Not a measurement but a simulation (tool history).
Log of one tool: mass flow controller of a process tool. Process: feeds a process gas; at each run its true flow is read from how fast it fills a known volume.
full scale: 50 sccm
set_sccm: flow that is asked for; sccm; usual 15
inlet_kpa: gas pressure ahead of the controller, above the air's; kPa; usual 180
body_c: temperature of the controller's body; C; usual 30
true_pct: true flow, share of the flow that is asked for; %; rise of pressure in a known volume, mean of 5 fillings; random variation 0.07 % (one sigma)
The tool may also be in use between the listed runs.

run,hour,set_sccm,inlet_kpa,body_c,true_pct
1,0.0,15,180,30,100.50
2,289.5,15,161,30,100.82
3,551.3,15,161,30,100.99
4,832.0,15,180,30,101.03
5,1223.4,15,180,29,101.30
6,1637.7,15,180,35,100.98
7,2055.2,15,180,30,101.74
8,2393.3,15,180,30,101.98
9,2782.7,15,180,30,102.15
10,2964.0,15,180,30,102.18
11,3216.2,15,180,30,102.43
12,3612.6,25,180,30,102.27
13,3911.4,25,180,30,102.38
14,4138.7,15,180,33,103.41
15,4387.9,15,180,33,103.43
16,4818.6,15,180,33,103.79
17,5192.3,15,180,33,103.95
18,5498.6,15,180,33,98.38
19,5873.6,15,180,33,98.59
20,6084.9,15,180,33,98.85
21,6279.0,15,180,33,98.44
22,6584.7,15,180,25,99.25
23,6815.1,15,180,25,99.46
24,7034.4,15,180,25,99.46
25,7281.5,15,180,25,99.58
26,7622.1,14,208,27,99.41
27,7846.6,14,208,27,99.55
28,8278.9,9,180,30,100.31
29,8577.7,16,210,21,100.47
30,8921.7,30,256,21,100.49
31,9241.8,7,233,29,101.39
32,9438.8,7,233,29,101.50
33,9740.3,7,233,29,101.91
34,10011.4,7,233,29,102.30
35,10223.4,7,233,29,102.55
36,10630.4,7,233,29,102.90
37,10901.0,7,142,36,103.60
38,11223.0,8,194,30,103.19
39,11477.0,8,251,30,102.88
40,11838.4,6,191,26,105.59
41,12133.9,6,191,26,105.99
42,12345.8,15,180,39,101.90
43,12688.2,15,180,31,102.54
44,13061.7,15,180,31,102.65
45,13338.9,17,144,30,102.87
46,13559.3,7,180,30,106.47
47,13767.5,15,274,30,102.50
48,14080.2,34,226,23,102.37

Not shown: 3 entries that the log had between the listed runs. Between which runs, and how does the tool's hidden state differ before and after?
Between runs 13 and 14: controller's zero set anew (hour 3951.7)
  flow at rest that the sensor doesn't see, % of full scale: 0.646 -> 0.859; true flow over the shown one, %: 2.4 -> 2.44
  measured less the result without the state, true_pct: +3.69 -> +5.30 %
Between runs 17 and 18: controller exchanged for a calibrated one (hour 5429.4)
  flow at rest that the sensor doesn't see, % of full scale: 0.987 -> 0.05; true flow over the shown one, %: 2.62 -> 0.15
  measured less the result without the state, true_pct: +5.91 -> +0.32 %
Between runs 20 and 21: controller's zero set anew, once more (hour 6265.6)
  flow at rest that the sensor doesn't see, % of full scale: 0.124 -> 0.044; true flow over the shown one, %: 0.26 -> 0.29
  measured less the result without the state, true_pct: +0.68 -> +0.44 %
